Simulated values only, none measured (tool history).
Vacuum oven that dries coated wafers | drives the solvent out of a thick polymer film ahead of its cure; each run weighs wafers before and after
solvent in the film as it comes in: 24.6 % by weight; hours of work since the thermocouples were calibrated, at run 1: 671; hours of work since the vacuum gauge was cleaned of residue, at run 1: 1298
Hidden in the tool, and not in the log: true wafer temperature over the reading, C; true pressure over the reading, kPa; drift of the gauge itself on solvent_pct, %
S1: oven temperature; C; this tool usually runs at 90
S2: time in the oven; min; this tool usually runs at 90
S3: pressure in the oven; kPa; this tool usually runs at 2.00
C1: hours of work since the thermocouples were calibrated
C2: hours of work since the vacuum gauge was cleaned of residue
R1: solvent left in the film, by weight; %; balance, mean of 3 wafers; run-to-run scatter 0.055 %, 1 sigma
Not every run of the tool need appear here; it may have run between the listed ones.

run,hour,S1,S2,S3,C1,C2,R1
1,0.0,90,90,2.00,671,1298,2.41
2,88.2,90,90,2.00,732,1359,2.29
3,207.9,90,90,2.26,814,1441,2.54
4,303.2,90,90,2.00,880,1507,2.30
5,401.7,90,90,2.00,948,1575,2.26
# hour 520.1: vacuum gauge cleaned of residue and calibrated
6,520.1,90,90,2.00,1029,0,2.25
7,605.1,90,90,2.00,1087,59,2.34
8,710.5,90,90,2.00,1160,131,2.26
9,820.0,90,90,2.00,1235,207,2.34
10,882.8,90,90,1.57,1279,250,1.87
# hour 930.7: oven's thermocouples calibrated
11,977.6,90,90,2.00,32,314,2.18
12,1038.0,91,90,3.24,74,356,3.15
13,1150.7,79,90,5.43,152,433,8.68
14,1220.8,79,90,5.43,200,482,8.57
15,1330.4,90,90,2.63,276,557,2.78
16,1441.8,104,49,4.81,352,634,3.24
17,1510.3,104,49,4.81,399,681,3.23
18,1615.1,104,49,4.81,472,753,3.20
19,1677.3,103,113,1.74,515,796,0.94
20,1745.3,84,113,1.19,562,843,1.92
21,1832.6,76,50,6.22,622,903,13.29

What will run 22 give?
22,1932.9,90,90,1.82,691,972,?

{"run 22": {"R1": 2.15}}
On a tool with no hidden condition, and with the same random variation, this run would have come out at R1 2.13 %.
